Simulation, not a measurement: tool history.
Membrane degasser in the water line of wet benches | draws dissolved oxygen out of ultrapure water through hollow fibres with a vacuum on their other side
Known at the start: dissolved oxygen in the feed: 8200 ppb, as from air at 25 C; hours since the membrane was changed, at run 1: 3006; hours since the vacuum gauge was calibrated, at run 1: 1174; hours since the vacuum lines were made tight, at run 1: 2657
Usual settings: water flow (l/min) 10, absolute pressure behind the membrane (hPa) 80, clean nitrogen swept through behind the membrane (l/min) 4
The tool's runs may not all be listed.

run,hour,water flow (l/min),absolute pressure behind the membrane (hPa),clean nitrogen swept through behind the membrane (l/min),hours since the membrane was changed,hours since the vacuum gauge was calibrated,hours since the vacuum lines were made tight,dissolved oxygen in the water behind the degasser (ppb),pressure that the water loses in the fibres (hPa)
1,0,10,80,4,3006,1174,2657,33.8,398.6
2,133.4,10,80,4,3139,1307,2790,33.5,401.1
3,190.4,10,80,4,3196,1364,2847,33,399.1
4,290.6,8,80,4,3297,1464,2947,24.7,321.5
5,383.6,10,80,4,3390,1557,3040,32.7,403.6
6,466.9,10,80,5.76,3473,1641,3124,24.1,405.5
7,582.9,10,80,5.76,3589,1757,3239,23.9,400.1
8,712.7,10,80,4,3719,1886,3369,33.4,403.5
9,838.2,10,80,4,3844,2012,3495,32.3,403.9
10,894,10,80,4,3900,2068,3551,33.2,406.9
11,966.7,10,80,4,3973,2140,3623,33.3,405.9
12,1062.5,10,80,4,4068,2236,3719,33.4,406.3
13,1148.3,10,80,4,4154,2322,3805,33.1,404.8
14,1251.2,10,80,4,4257,2425,3908,33.7,405.7
15,1310,10,80,4,4316,2484,3967,33.5,406.4
16,1373,10,80,4,4379,2547,4030,33.3,403.5
17,1451.7,10,80,4,4458,2625,4108,33,408.5
18,1539.5,10,80,4,4546,2713,4196,33.8,409.6
19,1633.8,7,184,10.43,4640,2808,4290,25.8,282.4
20,1700.1,7,55.7,2.98,4706,2874,4357,14.5,283.2
21,1793.9,11,165.7,2.98,4800,2968,4451,127,446.4
22,1922.5,7,57.9,2.15,4928,3096,4579,21.6,286.1
23,1980.1,7,57.9,2.15,4986,3154,4637,21.6,286.2
24,2038.7,7,57.9,2.15,5045,3212,4695,21.2,286
25,2119.9,7,85.7,4,5126,3294,4776,24.7,286.9
26,2180.5,15,80,5.56,5187,3354,4837,50.2,614
27,2276.4,7,50.6,4.85,5282,3450,4933,7.2,285.3
28,2341,10,144,11.9,5347,3515,4998,27.4,407
29,2395.8,10,144,11.9,5402,3570,5052,27.9,414
# hour 2402.4: vacuum gauge calibrated
30,2468.5,10,144,11.9,5474,66,5125,27.4,410.9
31,2547.1,10,90.7,1.84,5553,145,5203,82.3,409
32,2658.3,10,90.7,1.84,5664,256,5314,82,412.2

How the hidden state differs across the entries between the runs, from the last listed run before each to the first after it:
Between runs 29 and 30: vacuum gauge calibrated (hour 2402.4)
  true pressure behind the membrane over the reading, kPa: 0.01 -> 0; drift of the gauge itself on loss_of_pressure_kpa, %: 2.01 -> 2.07
  measured less the result without the state, pressure that the water loses in the fibres (hPa): +8.7 -> +8.9

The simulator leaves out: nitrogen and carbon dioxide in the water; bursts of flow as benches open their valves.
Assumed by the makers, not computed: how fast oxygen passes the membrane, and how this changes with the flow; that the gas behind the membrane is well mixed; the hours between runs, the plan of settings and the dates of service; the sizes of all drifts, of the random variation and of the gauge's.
